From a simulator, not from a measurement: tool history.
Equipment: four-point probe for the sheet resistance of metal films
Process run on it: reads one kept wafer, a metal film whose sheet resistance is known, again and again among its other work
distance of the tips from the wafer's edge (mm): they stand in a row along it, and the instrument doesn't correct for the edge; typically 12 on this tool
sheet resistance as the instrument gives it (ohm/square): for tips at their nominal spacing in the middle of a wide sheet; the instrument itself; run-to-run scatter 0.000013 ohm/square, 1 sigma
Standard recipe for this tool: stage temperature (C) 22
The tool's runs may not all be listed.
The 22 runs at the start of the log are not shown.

| run | hour | stage temperature (C) | distance of the tips from the wafer's edge (mm) | sheet resistance as the instrument gives it (ohm/square) |
|---|---|---|---|---|
| 23 | 1319.2 | 22 | 11 | 0.06485 |
| 24 | 1396.6 | 22 | 11 | 0.064846 |
| 25 | 1437.6 | 22 | 10 | 0.064899 |
| 26 | 1477.7 | 23 | 50 | 0.064749 |
| 27 | 1527.1 | 25 | 48 | 0.064774 |
| 28 | 1574.1 | 30 | 38 | 0.064785 |
| 29 | 1622.4 | 26 | 12 | 0.064832 |
| 30 | 1707 | 23 | 4 | 0.065603 |
| 31 | 1754.5 | 23 | 4 | 0.065624 |

Expected results for the next run?
| 32 | 1789.1 | 28 | 3 | ? |

sheet resistance as the instrument gives it (ohm/square): 0.066271
With the hidden condition absent and the run-to-run variation left alone, this run would have shown sheet resistance as the instrument gives it (ohm/square) 0.066357.
